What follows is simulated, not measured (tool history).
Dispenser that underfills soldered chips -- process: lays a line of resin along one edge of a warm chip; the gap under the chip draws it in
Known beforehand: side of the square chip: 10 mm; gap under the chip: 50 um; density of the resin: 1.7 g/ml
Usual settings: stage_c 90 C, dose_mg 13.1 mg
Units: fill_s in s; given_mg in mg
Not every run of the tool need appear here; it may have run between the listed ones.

Run 1, hour 0: usual settings. Result: fill_s 165.3 s, given_mg 13.01 mg.
At hour 10.8: new syringe of resin.
Run 2, hour 14: usual settings. Result: fill_s 173 s, given_mg 12.92 mg.
At hour 24.9: new syringe of resin.
Run 3, hour 28: usual settings but stage_c 95 C. Result: fill_s 144.7 s, given_mg 12.82 mg.
At hour 39.5: new syringe of resin.
Run 4, hour 41.2: usual settings but stage_c 95 C. Result: fill_s 137.3 s, given_mg 12.86 mg.
Run 5, hour 48.3: usual settings but stage_c 95 C. Result: fill_s 175 s, given_mg 12.86 mg.
At hour 53.3: new syringe of resin.
Run 6, hour 58.2: usual settings but stage_c 84 C. Result: fill_s 228.5 s, given_mg 12.75 mg.
Run 7, hour 66.2: usual settings but stage_c 84 C. Result: fill_s 301.3 s, given_mg 12.78 mg.
At hour 67.3: new syringe of resin.
At hour 80.9: new syringe of resin.
Run 8, hour 80.9: usual settings. Result: fill_s 156.7 s, given_mg 12.7 mg.
Run 9, hour 88.9: usual settings. Result: fill_s 209.4 s, given_mg 12.67 mg.
At hour 95.5: new syringe of resin.
Run 10, hour 100: usual settings. Result: fill_s 181.7 s, given_mg 12.66 mg.
At hour 109.1: new syringe of resin.
Run 11, hour 112.3: usual settings. Result: fill_s 181.1 s, given_mg 12.56 mg.
At hour 123.6: new syringe of resin.
At hour 124.6: dispensing valve cleaned and set on the balance.
Run 12, hour 127.7: usual settings. Result: fill_s 176.4 s, given_mg 13.06 mg.
At hour 138.2: new syringe of resin.
Run 13, hour 141.1: usual settings. Result: fill_s 171.1 s, given_mg 13.15 mg.
At hour 152.2: new syringe of resin.
Run 14, hour 154.5: usual settings. Result: fill_s 170.4 s, given_mg 13.08 mg.
At hour 165.8: new syringe of resin.
Run 15, hour 168: usual settings but stage_c 96 C. Result: fill_s 139.2 s, given_mg 13.02 mg.
Run 16, hour 176.7: usual settings but stage_c 96 C. Result: fill_s 188.1 s, given_mg 12.91 mg.
At hour 179.5: new syringe of resin.
Run 17, hour 184.8: usual settings but dose_mg 12.7 mg. Result: fill_s 188.6 s, given_mg 12.51 mg.
At hour 193.4: new syringe of resin.
Run 18, hour 197.1: usual settings but dose_mg 13.4 mg. Result: fill_s 181.1 s, given_mg 13.15 mg.
Run 19, hour 203.8: usual settings but dose_mg 13.4 mg. Result: fill_s 230.9 s, given_mg 13.15 mg.
At hour 207.1: new syringe of resin.
Run 20, hour 218.2: usual settings but stage_c 97 C, dose_mg 12.3 mg. Result: fill_s 181.7 s, given_mg 12.03 mg.
At hour 221.8: new syringe of resin.
Run 21, hour 232.3: usual settings but stage_c 97 C, dose_mg 12.3 mg. Result: fill_s 178 s, given_mg 11.99 mg.
At hour 236.3: new syringe of resin.
Run 22, hour 246.6: usual settings but stage_c 81 C, dose_mg 12.5 mg. Result: fill_s 322.4 s, given_mg 12.01 mg.
At hour 249.9: new syringe of resin.
Run 23, hour 257.4: usual settings but stage_c 81 C, dose_mg 12.5 mg. Result: fill_s 297.1 s, given_mg 12.04 mg.
At hour 263.7: new syringe of resin.
At hour 266: dispensing valve cleaned and set on the balance.
Run 24, hour 271.9: usual settings but stage_c 81 C, dose_mg 12.9 mg. Result: fill_s 285.3 s, given_mg 12.86 mg.
At hour 279: new syringe of resin.
Run 25, hour 280.6: usual settings but stage_c 95 C. Result: fill_s 141.2 s, given_mg 13.09 mg.
Run 26, hour 288.1: usual settings but stage_c 99 C, dose_mg 12 mg. Result: fill_s 159.6 s, given_mg 11.89 mg.
At hour 293.2: new syringe of resin.
Run 27, hour 297.4: usual settings but stage_c 99 C, dose_mg 16.3 mg. Result: fill_s 132.7 s, given_mg 16.14 mg.
At hour 306.8: new syringe of resin.
Run 28, hour 309.3: usual settings but dose_mg 16.9 mg. Result: fill_s 173.2 s, given_mg 16.6 mg.
Run 29, hour 316.6: usual settings but stage_c 102 C, dose_mg 16.4 mg. Result: fill_s 144.1 s, given_mg 16.15 mg.
At hour 320.8: new syringe of resin.
Run 30, hour 328.8: usual settings but dose_mg 14 mg. Result: fill_s 213.3 s, given_mg 13.69 mg.
At hour 334.3: new syringe of resin.
Run 31, hour 343.7: usual settings but dose_mg 14 mg. Result: fill_s 218.3 s, given_mg 13.67 mg.
At hour 348.6: new syringe of resin.
Run 32, hour 351.9: usual settings but dose_mg 14 mg. Result: fill_s 179.9 s, given_mg 13.61 mg.
At hour 362.6: new syringe of resin.
Run 33, hour 364.8: usual settings but dose_mg 14 mg. Result: fill_s 173.1 s, given_mg 13.58 mg.

Here are 5 independent what-if runs from the current tool condition. What would each one return?
At hour 377.1: new syringe of resin.
Run A, hour 378.6: usual settings but stage_c 76 C, dose_mg 16.8 mg. Result: fill_s ?, given_mg ?.
At hour 377.1: new syringe of resin.
Run B, hour 378.6: usual settings but stage_c 102 C. Result: fill_s ?, given_mg ?.
At hour 377.1: new syringe of resin.
Run C, hour 378.6: usual settings but stage_c 96 C, dose_mg 11.3 mg. Result: fill_s ?, given_mg ?.
At hour 377.1: new syringe of resin.
Run D, hour 378.6: usual settings but stage_c 83 C, dose_mg 12 mg. Result: fill_s ?, given_mg ?.
At hour 377.1: new syringe of resin.
Run E, hour 378.6: usual settings but stage_c 93 C, dose_mg 12.3 mg. Result: fill_s ?, given_mg ?.

run  fill_s  given_mg
  A   280.6      16.2
  B   108.7     12.63
  C   137.8     10.87
  D   220.7      11.6
  E   147.7     11.83
The same runs, with their run-to-run variation unchanged, on a tool lacking any hidden condition would have given:
run  fill_s  given_mg
  A   249.2     16.82
  B    97.2     13.11
  C   122.3     11.28
  D   195.2     12.04
  E   131.3     12.29

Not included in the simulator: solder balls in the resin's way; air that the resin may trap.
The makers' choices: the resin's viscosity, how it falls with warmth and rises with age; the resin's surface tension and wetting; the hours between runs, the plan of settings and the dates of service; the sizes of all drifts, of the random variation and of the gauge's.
